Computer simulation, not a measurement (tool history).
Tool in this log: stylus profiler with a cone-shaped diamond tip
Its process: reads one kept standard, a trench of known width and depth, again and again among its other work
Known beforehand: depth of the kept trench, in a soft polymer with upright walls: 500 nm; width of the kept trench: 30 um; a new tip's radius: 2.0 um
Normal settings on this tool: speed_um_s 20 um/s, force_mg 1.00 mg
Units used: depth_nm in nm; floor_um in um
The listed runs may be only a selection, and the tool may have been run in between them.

run	hour	speed_um_s	force_mg	depth_nm	floor_um
1	0.0	20	1.00	502.14	27.08
2	24.7	20	1.00	502.18	27.06
3	48.9	20	1.00	502.40	27.07
4	73.0	8	1.00	502.59	27.07
5	113.7	23	1.00	502.28	26.99
6	159.1	23	1.00	502.40	27.00
7	204.0	23	1.00	502.05	26.88
8	236.2	20	1.00	502.26	26.86
9	293.4	26	1.00	502.23	26.80
10	318.3	26	1.00	502.39	26.80
11	353.4	26	1.00	502.03	26.80
12	397.6	18	1.00	502.31	26.81
13	442.7	20	2.36	503.92	26.84
14	485.1	20	2.36	503.96	26.77
15	535.0	20	1.00	502.17	26.72
16	567.8	20	1.00	502.57	26.69
17	615.7	20	1.00	502.38	26.70
18	643.2	20	1.00	502.47	26.59
19	668.3	9	1.00	502.36	26.68
20	724.8	20	1.00	502.22	26.53
21	769.7	54	1.00	502.59	26.45
22	804.3	54	1.00	502.31	26.49
23	831.3	54	1.00	502.59	26.40
24	857.8	54	1.00	502.57	26.38
25	903.4	30	1.21	502.76	26.46
26	928.0	36	2.10	504.12	26.45
27	960.8	9	1.00	502.67	26.46
28	1004.7	9	1.00	502.65	26.43
29	1044.2	6	1.12	502.69	26.42
30	1078.8	6	1.00	502.68	26.42
31	1121.0	6	0.80	502.40	26.40
32	1156.7	20	0.56	501.99	26.32
33	1183.1	20	0.64	502.17	26.32
34	1227.4	20	0.64	501.98	26.29
35	1251.9	20	0.64	502.04	26.32
36	1293.6	20	0.64	502.15	26.25
37	1330.6	40	1.42	503.39	26.16
38	1384.0	31	0.58	502.18	26.13
39	1438.5	31	0.58	502.19	26.06
40	1486.5	31	0.58	502.22	26.08
41	1515.3	10	0.91	502.66	26.16
42	1556.4	17	0.99	502.84	26.17
43	1611.0	17	0.99	502.93	26.11
44	1644.9	6	1.00	502.70	26.12
45	1677.1	6	0.53	501.77	26.09
46	1717.4	12	0.39	501.80	26.04
47	1757.2	40	1.03	503.04	25.95

Here are 3 independent what-if runs from the current tool condition. What would each one return?
A	1799.7	8	0.44	?	?
B	1799.7	7	0.39	?	?
C	1799.7	6	1.22	?	?

run	depth_nm	floor_um
A	501.81	26.05
B	501.97	26.00
C	503.00	26.03
With no hidden state in the tool, these same runs would have given:
run	depth_nm	floor_um
A	501.06	27.36
B	501.22	27.30
C	502.24	27.34
